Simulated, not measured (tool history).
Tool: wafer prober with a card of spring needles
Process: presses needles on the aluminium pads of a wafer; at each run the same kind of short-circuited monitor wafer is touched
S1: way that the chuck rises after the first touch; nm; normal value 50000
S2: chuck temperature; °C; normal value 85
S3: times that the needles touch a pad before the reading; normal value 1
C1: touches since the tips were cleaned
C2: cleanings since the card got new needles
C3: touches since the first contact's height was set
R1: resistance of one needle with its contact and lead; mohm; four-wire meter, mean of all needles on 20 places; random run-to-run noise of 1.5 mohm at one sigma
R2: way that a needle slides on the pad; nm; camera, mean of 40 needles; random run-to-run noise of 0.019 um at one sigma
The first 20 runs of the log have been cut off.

run	hour	S1	S2	S3	C1	C2	C3	R1	R2
# hour 661.9: tips cleaned on abrasive film
21	685.8	50000	26	2	4201	26	28856	129	13650
# hour 711.1: tips cleaned on abrasive film
22	730	34000	85	2	3319	27	36630	148	9290
# hour 749.8: gauge calibrated
# hour 760.7: tips cleaned on abrasive film
23	760.7	34000	35	2	0	28	42024	135	9400
24	797.4	34000	35	2	6467	28	48491	136	9380
# hour 811.1: tips cleaned on abrasive film
25	830	46000	35	3	3319	29	54213	130	12680
# hour 860.6: tips cleaned on abrasive film
26	870.8	46000	35	3	1803	30	61394	130	12680
27	895.7	46000	35	3	6187	30	65778	129	12680
# hour 910.1: tips cleaned on abrasive film
28	933.4	46000	70	1	4100	31	72397	136	12640
# hour 958.3: tips cleaned on abrasive film
29	982.8	46000	70	1	4312	32	81084	135	12660
# hour 1008: tips cleaned on abrasive film
30	1024.4	46000	70	1	2886	33	88396	137	12680
# hour 1058.3: tips cleaned on abrasive film
31	1078.3	46000	70	1	3510	34	97864	136	12690
32	1104	67000	85	3	8044	34	102398	132	18440
# hour 1108.1: tips cleaned on abrasive film
# hour 1134.8: height of the first contact set anew
33	1150.4	46000	43	3	7393	35	2744	132	12600

Below are 3 alternative next runs, each starting from the tool's condition after run 33. Predict each:
# hour 1158.4: tips cleaned on abrasive film
A	1190.9	46000	27	2	5737	36	9863	?	?
# hour 1158.4: tips cleaned on abrasive film
B	1190.9	43000	42	2	5737	36	9863	?	?
# hour 1158.4: tips cleaned on abrasive film
C	1190.9	51000	43	3	5737	36	9863	?	?

run	R1	R2
A	127	12610
B	134	11800
C	130	14020
Without the tool's unlogged condition, the same runs would have read:
run	R1	R2
A	127	12700
B	134	11880
C	130	14120

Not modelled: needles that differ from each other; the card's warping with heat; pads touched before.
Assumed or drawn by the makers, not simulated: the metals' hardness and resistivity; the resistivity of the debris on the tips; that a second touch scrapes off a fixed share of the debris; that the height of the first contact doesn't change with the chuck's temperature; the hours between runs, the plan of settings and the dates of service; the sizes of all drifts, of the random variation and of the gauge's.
